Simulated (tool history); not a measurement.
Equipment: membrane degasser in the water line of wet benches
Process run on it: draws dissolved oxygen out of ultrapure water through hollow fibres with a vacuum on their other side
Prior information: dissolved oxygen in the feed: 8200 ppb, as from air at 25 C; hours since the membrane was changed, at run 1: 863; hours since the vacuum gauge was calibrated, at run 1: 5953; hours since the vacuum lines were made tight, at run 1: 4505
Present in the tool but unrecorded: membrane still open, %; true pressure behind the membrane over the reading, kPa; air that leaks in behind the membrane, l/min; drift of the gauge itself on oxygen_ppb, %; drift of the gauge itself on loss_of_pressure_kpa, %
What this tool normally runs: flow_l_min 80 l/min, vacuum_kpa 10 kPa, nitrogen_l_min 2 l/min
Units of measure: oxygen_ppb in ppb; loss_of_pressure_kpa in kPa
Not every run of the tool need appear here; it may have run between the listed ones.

run	hour	flow_l_min	vacuum_kpa	nitrogen_l_min	hours since the membrane was changed	hours since the vacuum gauge was calibrated	hours since the vacuum lines were made tight	oxygen_ppb	loss_of_pressure_kpa
1	0	80	10	2	863	5953	4505	582.9	25.16
2	65.9	80	10	2	929	6019	4571	577.1	25.16
3	103.7	80	10	2	967	6057	4609	565.4	25.39
4	156.6	80	10	1.99	1020	6110	4662	577.8	25.51
5	192	80	10	1.99	1055	6145	4697	582.5	25.15
6	246.6	80	10	1.99	1110	6200	4752	575	25.64
# hour 283.6: seals of the vacuum lines changed
7	284.7	62	10	2	1146	6236	1	466.1	19.57
8	322.8	80	10	3.02	1184	6274	39	430.8	25.52
9	379.7	80	10	3.02	1241	6331	96	426.1	25.32
10	425.7	80	10	3.02	1287	6377	142	434.1	25.27
11	475.1	80	10	2	1336	6426	191	575.9	25.42
# hour 479.4: vacuum gauge calibrated
12	514.1	80	10	2	1375	35	230	581.7	25.3
13	555.2	80	10	2	1416	76	271	579	25.12
14	617	74	10	2	1477	138	333	538	23.5
15	670.3	74	10	2	1531	191	386	556.1	23.55
# hour 701.7: vacuum gauge calibrated, once more
16	727.9	74	10	2	1588	26	443	518.1	23.46
17	789	109	11.3	2	1649	87	504	820.1	34.42
18	832.1	122	16.5	4.16	1692	130	547	815.2	38.63
19	895.6	103	7.6	1.86	1756	194	611	503.9	32.87
20	933	57	22.4	2	1793	231	648	1079.4	18.09
21	971.8	57	9.8	2.29	1832	270	687	366.1	17.97
22	1001.2	80	7.2	2.59	1861	299	717	301.2	25.22
23	1062.3	80	7.2	2.59	1922	361	778	296.7	25.34
24	1108.7	80	7.2	2.59	1969	407	824	297	25.2
25	1138.7	80	10	2.37	1999	437	854	498.4	25.45
26	1171.4	80	10	2.37	2031	470	887	485.1	25.3
27	1229.1	80	6.8	1.9	2089	527	944	345.4	25.42
28	1276	76	10	2.12	2136	574	991	514.3	23.99
29	1326.5	76	10	2.12	2187	625	1042	516.6	24.1
30	1370	80	9.5	2	2230	668	1085	523.8	25.5
31	1417	80	10	1.2	2277	715	1132	794.4	25.17
32	1451.4	103	10	2	2311	750	1167	688.2	32.31

A few steps of oxygen_ppb between consecutive runs. Split each: what settings, incoming material and random variation would produce without the hidden state, and what is left over for the hidden state, along with gauge scatter present in only one of the two compared results (measured, and without hidden state):
Run 6 -> 7: flow_l_min 80 -> 62, nitrogen_l_min 1.99 -> 2, seals of the vacuum lines changed. oxygen_ppb -108.9 ppb: hidden state -4.3, all else -104.6.
Run 10 -> 11: nitrogen_l_min 3.02 -> 2. oxygen_ppb +141.8 ppb: hidden state +6.1, all else +135.7.
Run 15 -> 16: vacuum gauge calibrated, once more. oxygen_ppb -38 ppb: hidden state -24.3, all else -13.7.
Run 18 -> 19: flow_l_min 122 -> 103, vacuum_kpa 16.5 -> 7.6, nitrogen_l_min 4.16 -> 1.86. oxygen_ppb -311.3 ppb: hidden state +1, all else -312.3.
Run 19 -> 20: flow_l_min 103 -> 57, vacuum_kpa 7.6 -> 22.4, nitrogen_l_min 1.86 -> 2. oxygen_ppb +575.5 ppb: hidden state -2.6, all else +578.1.
Run 20 -> 21: vacuum_kpa 22.4 -> 9.8, nitrogen_l_min 2 -> 2.29. oxygen_ppb -713.3 ppb: hidden state +0, all else -713.3.
